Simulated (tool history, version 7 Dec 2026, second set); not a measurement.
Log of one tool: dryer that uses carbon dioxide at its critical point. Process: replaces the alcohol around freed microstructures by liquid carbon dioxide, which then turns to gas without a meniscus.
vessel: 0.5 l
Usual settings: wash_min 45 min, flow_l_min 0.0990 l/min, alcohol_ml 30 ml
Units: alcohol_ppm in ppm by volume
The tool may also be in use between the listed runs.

run 1 hour=0.0 | wash_min=45 flow_l_min=0.0990 alcohol_ml=30 | alcohol_ppm=58
run 2 hour=8.7 | wash_min=45 flow_l_min=0.0885 alcohol_ml=30 | alcohol_ppm=104
run 3 hour=17.7 | wash_min=45 flow_l_min=0.0885 alcohol_ml=30 | alcohol_ppm=108
run 4 hour=35.8 | wash_min=45 flow_l_min=0.0885 alcohol_ml=30 | alcohol_ppm=116
run 5 hour=49.1 | wash_min=45 flow_l_min=0.0885 alcohol_ml=30 | alcohol_ppm=107
run 6 hour=64.4 | wash_min=45 flow_l_min=0.0885 alcohol_ml=30 | alcohol_ppm=130
run 7 hour=81.9 | wash_min=45 flow_l_min=0.0885 alcohol_ml=30 | alcohol_ppm=132
run 8 hour=98.3 | wash_min=45 flow_l_min=0.0824 alcohol_ml=30 | alcohol_ppm=196
run 9 hour=109.2 | wash_min=45 flow_l_min=0.0841 alcohol_ml=30 | alcohol_ppm=190
run 10 hour=116.7 | wash_min=45 flow_l_min=0.0841 alcohol_ml=54 | alcohol_ppm=321
run 11 hour=132.9 | wash_min=45 flow_l_min=0.0841 alcohol_ml=54 | alcohol_ppm=322
run 12 hour=140.4 | wash_min=45 flow_l_min=0.0841 alcohol_ml=54 | alcohol_ppm=339
run 13 hour=150.7 | wash_min=45 flow_l_min=0.0990 alcohol_ml=30 | alcohol_ppm=103
run 14 hour=166.1 | wash_min=45 flow_l_min=0.0990 alcohol_ml=30 | alcohol_ppm=96
run 15 hour=173.9 | wash_min=45 flow_l_min=0.0990 alcohol_ml=30 | alcohol_ppm=109
run 16 hour=190.9 | wash_min=45 flow_l_min=0.0990 alcohol_ml=30 | alcohol_ppm=121
run 17 hour=199.6 | wash_min=45 flow_l_min=0.1403 alcohol_ml=30 | alcohol_ppm=50
-- hour=215.5 inlet filter changed
run 18 hour=217.8 | wash_min=45 flow_l_min=0.1403 alcohol_ml=30 | alcohol_ppm=51
run 19 hour=233.0 | wash_min=45 flow_l_min=0.1403 alcohol_ml=30 | alcohol_ppm=46
run 20 hour=249.9 | wash_min=45 flow_l_min=0.0990 alcohol_ml=68 | alcohol_ppm=125
run 21 hour=261.7 | wash_min=45 flow_l_min=0.0990 alcohol_ml=68 | alcohol_ppm=126
run 22 hour=278.5 | wash_min=45 flow_l_min=0.0990 alcohol_ml=68 | alcohol_ppm=121
run 23 hour=287.3 | wash_min=45 flow_l_min=0.0990 alcohol_ml=68 | alcohol_ppm=129
run 24 hour=296.9 | wash_min=36 flow_l_min=0.1498 alcohol_ml=68 | alcohol_ppm=70
run 25 hour=310.4 | wash_min=36 flow_l_min=0.1498 alcohol_ml=68 | alcohol_ppm=79
run 26 hour=323.5 | wash_min=31 flow_l_min=0.0603 alcohol_ml=76 | alcohol_ppm=6997
run 27 hour=341.8 | wash_min=31 flow_l_min=0.0603 alcohol_ml=76 | alcohol_ppm=7130
run 28 hour=355.0 | wash_min=31 flow_l_min=0.0603 alcohol_ml=76 | alcohol_ppm=7152
run 29 hour=371.1 | wash_min=31 flow_l_min=0.1119 alcohol_ml=76 | alcohol_ppm=690
run 30 hour=386.7 | wash_min=67 flow_l_min=0.0802 alcohol_ml=48 | alcohol_ppm=85
run 31 hour=403.1 | wash_min=45 flow_l_min=0.1543 alcohol_ml=37 | alcohol_ppm=66
run 32 hour=414.0 | wash_min=67 flow_l_min=0.1248 alcohol_ml=33 | alcohol_ppm=66
run 33 hour=427.9 | wash_min=68 flow_l_min=0.0735 alcohol_ml=106 | alcohol_ppm=161
run 34 hour=441.0 | wash_min=45 flow_l_min=0.0921 alcohol_ml=44 | alcohol_ppm=223
run 35 hour=450.1 | wash_min=30 flow_l_min=0.0599 alcohol_ml=28 | alcohol_ppm=3550
run 36 hour=463.1 | wash_min=30 flow_l_min=0.0599 alcohol_ml=28 | alcohol_ppm=3631
run 37 hour=476.4 | wash_min=49 flow_l_min=0.1311 alcohol_ml=107 | alcohol_ppm=95
run 38 hour=494.4 | wash_min=49 flow_l_min=0.1311 alcohol_ml=107 | alcohol_ppm=86
-- hour=500.7 inlet filter changed
run 39 hour=510.5 | wash_min=49 flow_l_min=0.1311 alcohol_ml=107 | alcohol_ppm=83
run 40 hour=522.3 | wash_min=41 flow_l_min=0.0784 alcohol_ml=41 | alcohol_ppm=389
run 41 hour=538.8 | wash_min=41 flow_l_min=0.0745 alcohol_ml=47 | alcohol_ppm=578
run 42 hour=551.1 | wash_min=65 flow_l_min=0.0606 alcohol_ml=47 | alcohol_ppm=188
run 43 hour=560.9 | wash_min=65 flow_l_min=0.0606 alcohol_ml=47 | alcohol_ppm=196
run 44 hour=578.8 | wash_min=30 flow_l_min=0.1111 alcohol_ml=35 | alcohol_ppm=364
run 45 hour=593.3 | wash_min=35 flow_l_min=0.0852 alcohol_ml=22 | alcohol_ppm=410

Measured less the same run without the tool's hidden state. The same run-to-run variation is in both; the gauge's scatter may not be:
The hidden state here: flow that reaches the vessel past the clogged filter, %; alcohol in the recycled carbon dioxide, ppm; drift of the gauge itself on alcohol_ppm, %.
run=1 alcohol_ppm=+27
run=2 alcohol_ppm=+41
run=3 alcohol_ppm=+45
run=4 alcohol_ppm=+52
run=5 alcohol_ppm=+56
run=6 alcohol_ppm=+64
run=7 alcohol_ppm=+72
run=8 alcohol_ppm=+103
run=9 alcohol_ppm=+102
run=10 alcohol_ppm=+170
run=11 alcohol_ppm=+180
run=12 alcohol_ppm=+192
run=13 alcohol_ppm=+74
run=14 alcohol_ppm=+77
run=15 alcohol_ppm=+81
run=16 alcohol_ppm=+88
run=17 alcohol_ppm=+45
run=18 alcohol_ppm=+42
run=19 alcohol_ppm=+43
run=20 alcohol_ppm=+57
run=21 alcohol_ppm=+62
run=22 alcohol_ppm=+67
run=23 alcohol_ppm=+70
run=24 alcohol_ppm=+56
run=25 alcohol_ppm=+60
run=26 alcohol_ppm=+1306
run=27 alcohol_ppm=+1497
run=28 alcohol_ppm=+1621
run=29 alcohol_ppm=+305
run=30 alcohol_ppm=+72
run=31 alcohol_ppm=+64
run=32 alcohol_ppm=+63
run=33 alcohol_ppm=+121
run=34 alcohol_ppm=+154
run=35 alcohol_ppm=+1200
run=36 alcohol_ppm=+1273
run=37 alcohol_ppm=+83
run=38 alcohol_ppm=+85
run=39 alcohol_ppm=+72
run=40 alcohol_ppm=+98
run=41 alcohol_ppm=+132
run=42 alcohol_ppm=+97
run=43 alcohol_ppm=+102
run=44 alcohol_ppm=+142
run=45 alcohol_ppm=+159
